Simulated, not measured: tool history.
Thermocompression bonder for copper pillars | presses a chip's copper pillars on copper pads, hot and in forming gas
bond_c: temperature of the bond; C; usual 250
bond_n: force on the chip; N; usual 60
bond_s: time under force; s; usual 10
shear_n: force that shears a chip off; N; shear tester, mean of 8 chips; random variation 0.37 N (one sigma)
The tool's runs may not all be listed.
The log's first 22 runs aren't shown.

run,hour,bond_c,bond_n,bond_s,shear_n
23,791.9,242,60,10,45.9
24,835.1,250,64,23,70.6
25,872.7,254,60,23,71.2
26,905.1,254,60,23,70.1
27,935.9,222,77,25,58.8
28,977.2,222,77,25,58.3
29,1013.6,250,82,5,52.2
30,1040.1,272,60,10,66.2
31,1072.5,224,73,5,30.1
32,1107.6,224,73,5,30.7
33,1141.6,250,72,13,63.7
34,1174.9,244,40,18,40.7
35,1196.2,226,44,9,24.3
# hour 1241.7: forming gas filter changed
36,1241.7,240,78,30,80.6
37,1289.0,240,78,30,80.1
38,1309.8,240,78,30,79.7
39,1340.8,240,78,30,80.1

Forecast each of these 4 alternatives for the next run:
A,1362.0,270,73,24,?
B,1362.0,233,78,30,?
C,1362.0,260,45,6,?
D,1362.0,241,78,23,?

run,shear_n
A,93.1
B,73.4
C,37.9
D,74.5
Without the tool's hidden state the same runs would have given:
run,shear_n
A,93.5
B,73.6
C,38.1
D,74.8
